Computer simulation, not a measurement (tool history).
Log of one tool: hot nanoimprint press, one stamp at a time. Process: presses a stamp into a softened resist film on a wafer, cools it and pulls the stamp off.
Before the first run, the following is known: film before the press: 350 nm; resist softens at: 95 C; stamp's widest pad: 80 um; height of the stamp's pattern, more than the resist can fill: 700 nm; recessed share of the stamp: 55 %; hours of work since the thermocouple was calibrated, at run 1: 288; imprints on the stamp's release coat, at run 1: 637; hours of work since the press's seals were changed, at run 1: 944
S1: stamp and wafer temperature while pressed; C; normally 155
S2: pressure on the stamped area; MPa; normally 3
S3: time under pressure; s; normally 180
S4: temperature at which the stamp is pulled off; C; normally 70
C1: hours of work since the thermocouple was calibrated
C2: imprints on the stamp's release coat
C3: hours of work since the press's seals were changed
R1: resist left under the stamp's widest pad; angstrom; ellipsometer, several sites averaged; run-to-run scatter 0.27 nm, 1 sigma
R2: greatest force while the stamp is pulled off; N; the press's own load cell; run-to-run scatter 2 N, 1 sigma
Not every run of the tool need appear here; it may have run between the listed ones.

run	hour	S1	S2	S3	S4	C1	C2	C3	R1	R2
1	0	155	3	180	70	288	637	944	1640	133
2	21	155	3	180	70	301	678	957	1641	136
3	48.3	155	3	180	70	318	731	974	1641	137
4	88.9	155	3	180	70	343	809	1000	1653	136
5	133	155	3	180	70	371	895	1028	1650	137
6	183	155	3	180	70	402	992	1059	1657	132
7	221.9	155	3	180	56	427	1067	1083	1662	186
8	242.6	155	3	94	56	440	1107	1096	2046	178
9	272.7	155	3	94	56	459	1165	1115	2046	180
10	311.1	155	3	94	56	483	1240	1140	2043	180
# hour 321.5: plate thermocouple calibrated
11	356.6	148	2.34	133	64	22	1322	1166	2698	154
12	405.9	148	2.34	133	64	53	1417	1197	2713	158
13	430.8	166	2.49	133	64	69	1466	1213	1234	156
14	475.9	166	2.49	133	64	97	1553	1241	1236	158
15	509.5	157	2.41	211	68	118	1618	1262	1628	140
16	532.5	157	2.41	211	68	133	1663	1277	1622	141

Consider 5 possible next runs. They are alternatives, not a sequence: every one starts from the tool as it was left by run 16. What does each give?
A	558.7	157	2.18	174	73	149	1713	1293	?	?
B	558.7	155	3.46	301	59	149	1713	1293	?	?
C	558.7	157	4.42	211	64	149	1713	1293	?	?
D	558.7	162	2.41	235	62	149	1713	1293	?	?
E	558.7	157	2.41	166	59	149	1713	1293	?	?

run	R1	R2
A	1831	126
B	1303	169
C	1165	158
D	1234	164
E	1766	174
Without the tool's unlogged condition, the same runs would have read:
run	R1	R2
A	1780	125
B	1267	169
C	1132	157
D	1200	164
E	1717	174

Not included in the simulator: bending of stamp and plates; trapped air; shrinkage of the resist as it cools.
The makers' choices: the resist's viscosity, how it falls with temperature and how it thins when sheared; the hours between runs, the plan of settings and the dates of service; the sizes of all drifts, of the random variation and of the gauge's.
